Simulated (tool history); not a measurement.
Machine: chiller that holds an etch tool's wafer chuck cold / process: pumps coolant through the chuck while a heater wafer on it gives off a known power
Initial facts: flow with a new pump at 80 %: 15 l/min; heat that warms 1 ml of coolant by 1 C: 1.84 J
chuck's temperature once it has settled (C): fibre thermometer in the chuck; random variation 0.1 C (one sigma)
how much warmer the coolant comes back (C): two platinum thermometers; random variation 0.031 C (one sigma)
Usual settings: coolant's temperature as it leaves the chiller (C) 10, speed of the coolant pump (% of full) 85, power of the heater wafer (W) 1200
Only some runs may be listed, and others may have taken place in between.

run	hour	coolant's temperature as it leaves the chiller (C)	speed of the coolant pump (% of full)	power of the heater wafer (W)	chuck's temperature once it has settled (C)	how much warmer the coolant comes back (C)
1	0	10	85	1200	21.4	2.54
2	28.3	10	85	1200	21.5	2.57
3	56.3	10	85	1200	21.6	2.56
4	104.3	10	76	1200	22.6	2.86
5	135.3	18	85	1200	29.5	2.52
6	188.1	18	85	1200	29.6	2.54
7	221.1	18	85	1200	29.9	2.49
8	261.1	18	85	1200	29.4	2.56
9	299.5	10	85	1200	21.6	2.52
10	351.8	10	85	860	18.2	1.79
11	395.3	10	85	860	18.4	1.82
12	429.8	10	85	811	17.8	1.72
13	482.6	10	85	811	17.7	1.75
14	543.3	10	85	1200	21.8	2.55
15	595.8	10	85	1200	21.7	2.56
16	631.2	10	85	1453	24.3	3.01
17	669	3	85	614	8.9	1.31
18	725.5	3	85	614	9	1.39
19	784.9	13	81	1749	31	3.92
20	817.1	13	81	1749	31	3.88
21	857.3	0	64	1148	13.8	3.25
22	901.1	10	62	1200	24.9	3.53
23	931.4	10	63	888	20.8	2.54
24	980.4	3	63	1442	20.7	4.16
25	1010.9	16	63	1442	33.6	4.14
26	1038.5	7	97	932	15.2	1.78
27	1085.3	11	61	1146	25.2	3.43
28	1142.6	12	87	1176	23.3	2.5
29	1176.5	13	60	780	22.7	2.37
30	1203.5	10	85	982	19.8	2.11
31	1236.1	14	93	942	22.6	1.85

Selected run-to-run steps in chuck's temperature once it has settled (C), each split into two signed amounts: the part the tool would show with no hidden state at all (from settings, incoming material and random variation), and the remainder, which goes to the hidden state together with any gauge scatter not common to the measured and the hidden-state-free results:
What the log doesn't record here: heat passed by the chuck's channels, % of clean ones'; flow at a given pump speed, % of a new pump's; coolant's true temperature over the reading, C; drift of the gauge itself on chuck_c, C; drift of the gauge itself on warmer_back_c, C.
Run 16 -> 17: coolant's temperature as it leaves the chiller (C) 10 -> 3, power of the heater wafer (W) 1453 -> 614. chuck's temperature once it has settled (C) -15.4: hidden state -0.7, all else -14.7.
Run 18 -> 19: coolant's temperature as it leaves the chiller (C) 3 -> 13, speed of the coolant pump (% of full) 85 -> 81, power of the heater wafer (W) 614 -> 1749. chuck's temperature once it has settled (C) +22: hidden state +1, all else +21.
Run 20 -> 21: coolant's temperature as it leaves the chiller (C) 13 -> 0, speed of the coolant pump (% of full) 81 -> 64, power of the heater wafer (W) 1749 -> 1148. chuck's temperature once it has settled (C) -17.2: hidden state -0.4, all else -16.8.
Run 25 -> 26: coolant's temperature as it leaves the chiller (C) 16 -> 7, speed of the coolant pump (% of full) 63 -> 97, power of the heater wafer (W) 1442 -> 932. chuck's temperature once it has settled (C) -18.4: hidden state -0.9, all else -17.5.

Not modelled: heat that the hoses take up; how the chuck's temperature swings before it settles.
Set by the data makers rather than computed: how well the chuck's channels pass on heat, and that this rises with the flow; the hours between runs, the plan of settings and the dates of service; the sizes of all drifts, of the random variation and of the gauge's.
